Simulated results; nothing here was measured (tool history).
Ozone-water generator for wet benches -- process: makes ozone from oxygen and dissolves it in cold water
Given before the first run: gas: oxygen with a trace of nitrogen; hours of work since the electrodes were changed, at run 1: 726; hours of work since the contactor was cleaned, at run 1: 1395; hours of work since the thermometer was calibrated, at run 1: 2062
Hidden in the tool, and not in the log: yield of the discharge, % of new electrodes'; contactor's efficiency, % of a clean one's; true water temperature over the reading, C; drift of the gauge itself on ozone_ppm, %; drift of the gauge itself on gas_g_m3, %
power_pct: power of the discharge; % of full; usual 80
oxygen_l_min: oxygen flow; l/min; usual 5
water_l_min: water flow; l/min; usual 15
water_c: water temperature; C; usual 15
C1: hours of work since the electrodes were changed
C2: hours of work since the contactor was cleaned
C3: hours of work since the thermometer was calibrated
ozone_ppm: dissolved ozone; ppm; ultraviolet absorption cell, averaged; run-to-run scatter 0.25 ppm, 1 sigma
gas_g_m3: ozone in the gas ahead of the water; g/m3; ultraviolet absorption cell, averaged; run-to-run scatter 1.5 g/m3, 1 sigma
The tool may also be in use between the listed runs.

run 1 hour=0 | power_pct=80 oxygen_l_min=5 water_l_min=15 water_c=15 | C1=726 C2=1395 C3=2062 | ozone_ppm=38 gas_g_m3=274.4
run 2 hour=35.7 | power_pct=80 oxygen_l_min=5 water_l_min=15 water_c=15 | C1=752 C2=1422 C3=2089 | ozone_ppm=37.9 gas_g_m3=275.3
run 3 hour=103.1 | power_pct=80 oxygen_l_min=5 water_l_min=15 water_c=9 | C1=802 C2=1471 C3=2138 | ozone_ppm=41.8 gas_g_m3=276.3
run 4 hour=171.5 | power_pct=80 oxygen_l_min=5 water_l_min=15 water_c=9 | C1=852 C2=1522 C3=2189 | ozone_ppm=41.5 gas_g_m3=276.1
run 5 hour=227.1 | power_pct=80 oxygen_l_min=5 water_l_min=15 water_c=21 | C1=893 C2=1563 C3=2230 | ozone_ppm=34.1 gas_g_m3=274.4
run 6 hour=307.8 | power_pct=80 oxygen_l_min=5 water_l_min=15 water_c=21 | C1=953 C2=1622 C3=2289 | ozone_ppm=34.5 gas_g_m3=271.6
run 7 hour=351.3 | power_pct=80 oxygen_l_min=5 water_l_min=15 water_c=21 | C1=985 C2=1654 C3=2321 | ozone_ppm=33.8 gas_g_m3=272.9
run 8 hour=398.8 | power_pct=80 oxygen_l_min=5 water_l_min=15 water_c=21 | C1=1020 C2=1689 C3=2356 | ozone_ppm=34.1 gas_g_m3=274.2
run 9 hour=456.9 | power_pct=80 oxygen_l_min=4.76 water_l_min=15 water_c=15 | C1=1062 C2=1732 C3=2399 | ozone_ppm=37.7 gas_g_m3=282.4
run 10 hour=514 | power_pct=80 oxygen_l_min=4.76 water_l_min=15 water_c=15 | C1=1104 C2=1774 C3=2441 | ozone_ppm=38 gas_g_m3=279.1
run 11 hour=582.9 | power_pct=80 oxygen_l_min=4.76 water_l_min=15 water_c=15 | C1=1155 C2=1825 C3=2492 | ozone_ppm=38.1 gas_g_m3=281.2
run 12 hour=647.7 | power_pct=80 oxygen_l_min=4.76 water_l_min=15 water_c=15 | C1=1203 C2=1872 C3=2539 | ozone_ppm=38.4 gas_g_m3=280
run 13 hour=712.9 | power_pct=80 oxygen_l_min=4.76 water_l_min=15 water_c=15 | C1=1251 C2=1920 C3=2587 | ozone_ppm=38.2 gas_g_m3=278.2
run 14 hour=791 | power_pct=48 oxygen_l_min=5 water_l_min=15 water_c=15 | C1=1309 C2=1978 C3=2645 | ozone_ppm=28 gas_g_m3=202.2
run 15 hour=844.2 | power_pct=48 oxygen_l_min=5 water_l_min=15 water_c=15 | C1=1348 C2=2017 C3=2684 | ozone_ppm=28 gas_g_m3=200.3
run 16 hour=892.6 | power_pct=80 oxygen_l_min=5 water_l_min=17 water_c=15 | C1=1383 C2=2053 C3=2720 | ozone_ppm=35.1 gas_g_m3=271.6
run 17 hour=977.4 | power_pct=60 oxygen_l_min=6.48 water_l_min=15 water_c=11 | C1=1446 C2=2115 C3=2782 | ozone_ppm=33.4 gas_g_m3=197.2
run 18 hour=1048.9 | power_pct=60 oxygen_l_min=2.84 water_l_min=14 water_c=13 | C1=1499 C2=2168 C3=2835 | ozone_ppm=34.7 gas_g_m3=314
run 19 hour=1131.7 | power_pct=80 oxygen_l_min=4.57 water_l_min=14 water_c=11 | C1=1560 C2=2229 C3=2896 | ozone_ppm=42.6 gas_g_m3=287
run 20 hour=1186.5 | power_pct=80 oxygen_l_min=4.57 water_l_min=14 water_c=11 | C1=1600 C2=2269 C3=2936 | ozone_ppm=42.5 gas_g_m3=286.5
run 21 hour=1264.1 | power_pct=80 oxygen_l_min=5 water_l_min=16 water_c=16 | C1=1657 C2=2327 C3=2993 | ozone_ppm=35.4 gas_g_m3=271.7
run 22 hour=1331.4 | power_pct=80 oxygen_l_min=5 water_l_min=13 water_c=15 | C1=1707 C2=2376 C3=3043 | ozone_ppm=42.2 gas_g_m3=268.2
run 23 hour=1403.1 | power_pct=80 oxygen_l_min=5 water_l_min=9 water_c=8 | C1=1760 C2=2429 C3=3096 | ozone_ppm=59.8 gas_g_m3=270.8
run 24 hour=1451.9 | power_pct=85 oxygen_l_min=3.63 water_l_min=9 water_c=8 | C1=1795 C2=2465 C3=3132 | ozone_ppm=63.8 gas_g_m3=339.3
run 25 hour=1493.7 | power_pct=80 oxygen_l_min=6.72 water_l_min=15 water_c=15 | C1=1826 C2=2496 C3=3163 | ozone_ppm=36.9 gas_g_m3=227.3
run 26 hour=1563.5 | power_pct=57 oxygen_l_min=3.1 water_l_min=9 water_c=9 | C1=1878 C2=2547 C3=3214 | ozone_ppm=50 gas_g_m3=288.7
run 27 hour=1611.2 | power_pct=44 oxygen_l_min=8.61 water_l_min=15 water_c=15 | C1=1913 C2=2582 C3=3249 | ozone_ppm=24.7 gas_g_m3=138
run 28 hour=1685.1 | power_pct=44 oxygen_l_min=3.28 water_l_min=15 water_c=15 | C1=1967 C2=2637 C3=3304 | ozone_ppm=27.2 gas_g_m3=241.8

Selected run-to-run steps in gas_g_m3, each split into two signed amounts: the part the tool would show with no hidden state at all (from settings, incoming material and random variation), and the remainder, which goes to the hidden state together with any gauge scatter not common to the measured and the hidden-state-free results:
Run 17 -> 18: oxygen_l_min 6.48 -> 2.84, water_l_min 15 -> 14, water_c 11 -> 13. gas_g_m3 +116.8 g/m3: hidden state -1.8, all else +118.6.
Run 26 -> 27: power_pct 57 -> 44, oxygen_l_min 3.1 -> 8.61, water_l_min 9 -> 15, water_c 9 -> 15. gas_g_m3 -150.7 g/m3: hidden state +3.1, all else -153.8.
Run 27 -> 28: oxygen_l_min 8.61 -> 3.28. gas_g_m3 +103.8 g/m3: hidden state -2.5, all else +106.3.
